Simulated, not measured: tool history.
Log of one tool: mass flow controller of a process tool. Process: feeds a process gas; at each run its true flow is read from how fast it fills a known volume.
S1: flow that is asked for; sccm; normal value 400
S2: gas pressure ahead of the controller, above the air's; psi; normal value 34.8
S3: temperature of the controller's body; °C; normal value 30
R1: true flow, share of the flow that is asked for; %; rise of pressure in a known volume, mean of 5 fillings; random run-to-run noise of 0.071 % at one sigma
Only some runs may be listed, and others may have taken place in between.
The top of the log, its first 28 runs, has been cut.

run 29 day=124.417 | S1=182 S2=20.9 S3=28 | R1=98.12
run 30 day=130.775 | S1=113 S2=28.4 S3=36 | R1=97.46
run 31 day=137.254 | S1=98 S2=34.8 S3=34 | R1=97.64
run 32 day=140.854 | S1=174 S2=34.8 S3=29 | R1=98.25
run 33 day=146.275 | S1=240 S2=22.9 S3=35 | R1=98.12
run 34 day=148.917 | S1=240 S2=22.9 S3=35 | R1=98.25
run 35 day=152.375 | S1=284 S2=31.0 S3=35 | R1=98.55
run 36 day=157.358 | S1=317 S2=34.8 S3=21 | R1=99.41
run 37 day=162.246 | S1=317 S2=34.8 S3=21 | R1=99.28
run 38 day=167.262 | S1=474 S2=34.8 S3=30 | R1=99.79
run 39 day=171.092 | S1=373 S2=34.8 S3=30 | R1=99.28
run 40 day=175.271 | S1=373 S2=34.8 S3=30 | R1=99.38
run 41 day=181.504 | S1=373 S2=21.3 S3=39 | R1=98.64
run 42 day=187.483 | S1=373 S2=21.3 S3=39 | R1=98.63
run 43 day=190.525 | S1=69 S2=24.4 S3=22 | R1=97.75
run 44 day=195.242 | S1=231 S2=22.5 S3=30 | R1=98.27
run 45 day=199.096 | S1=155 S2=33.8 S3=22 | R1=98.32
run 46 day=204.554 | S1=400 S2=33.9 S3=33 | R1=99.30
run 47 day=209.762 | S1=360 S2=27.7 S3=27 | R1=99.18
run 48 day=213.342 | S1=113 S2=30.7 S3=31 | R1=97.82
run 49 day=217.392 | S1=443 S2=36.0 S3=30 | R1=99.65

Forecast each of these 3 alternatives for the next run:
run A day=221.429 | S1=284 S2=24.9 S3=24 | R1=?
run B day=221.429 | S1=54 S2=39.0 S3=30 | R1=?
run C day=221.429 | S1=170 S2=34.8 S3=30 | R1=?

run=A R1=98.80
run=B R1=97.68
run=C R1=98.24
With no hidden state in the tool, these same runs would have given:
run=A R1=98.80
run=B R1=97.71
run=C R1=98.24
